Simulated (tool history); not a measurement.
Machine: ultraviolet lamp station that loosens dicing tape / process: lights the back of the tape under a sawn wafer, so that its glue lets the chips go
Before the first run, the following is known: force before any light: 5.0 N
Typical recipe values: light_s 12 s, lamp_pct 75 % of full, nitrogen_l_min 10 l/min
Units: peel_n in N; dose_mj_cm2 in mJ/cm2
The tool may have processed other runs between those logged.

run   hour  light_s  lamp_pct  nitrogen_l_min  peel_n  dose_mj_cm2
  1    0.0       12        75              10   0.681          526
  2    4.6       12        75              10   0.669          526
  3   10.3       12        75              17   0.577          527
  4   15.2       12        75              17   0.582          524
  5   22.3       12        75              17   0.589          527
  6   28.9       12        64              10   0.887          452
  7   37.0       12        64              10   0.866          451
  8   45.0       12        64              10   0.864          446
  9   55.6       12        75               3   1.075          528
 10   65.7        7        75              10   1.448          304
 11   71.9        7        75              10   1.454          311
 12   77.6        7        75              10   1.451          307
 13   85.7        7        75              10   1.454          307
 14   93.5        7        75              10   1.451          311
 15  101.6       12        75              10   0.691          526
 16  111.5       12        75              10   0.688          530
 17  117.8       12        75              10   0.658          529
 18  124.1       12        75              10   0.666          526
 19  128.9       12        75              10   0.698          535
 20  137.9       12        75              10   0.670          525
 21  147.0       12        75              10   0.676          533
 22  157.2       15        71               7   0.585          626
 23  167.2       18        62               6   0.582          653
 24  177.3       18        62               6   0.568          649
 25  186.7       18        81              18   0.252          848
 26  194.5       11        79              12   0.646          505
 27  200.3        6        68               6   2.105          243
 28  208.0        6        68               6   2.095          238
 29  213.6        8        63               4   1.923          302
 30  220.6        8        63              11   1.525          292
 31  230.8        8        83              18   0.952          386
 32  237.4       11        75               4   1.118          481
 33  243.4       13        62              11   0.773          475
 34  254.0        6        93               5   1.689          329
 35  262.5       19        99               9   0.225         1107
 36  269.8       19        99               9   0.221         1093
 37  278.7       19        99               9   0.222         1101
 38  287.4       19        62              14   0.379          692
 39  294.8       19        62              14   0.380          694
 40  299.2        9        78              10   1.004          415
 41  303.5       16        99              12   0.238          933
 42  308.1       16        80              10   0.366          749

Branching from run 42: 5 alternative next runs. What would each branch give?
  A  316.9       16        75              10       ?            ?
  B  316.9       20        75              13       ?            ?
  C  316.9        7        80               8       ?            ?
  D  316.9       14        80              10       ?            ?
  E  316.9        7        80               8       ?            ?

run  peel_n  dose_mj_cm2
  A   0.416          705
  B   0.266          887
  C   1.470          328
  D   0.454          664
  E   1.466          321
What these runs would have given with no unlogged condition in the tool:
run  peel_n  dose_mj_cm2
  A   0.415          706
  B   0.265          889
  C   1.468          328
  D   0.453          665
  E   1.464          321
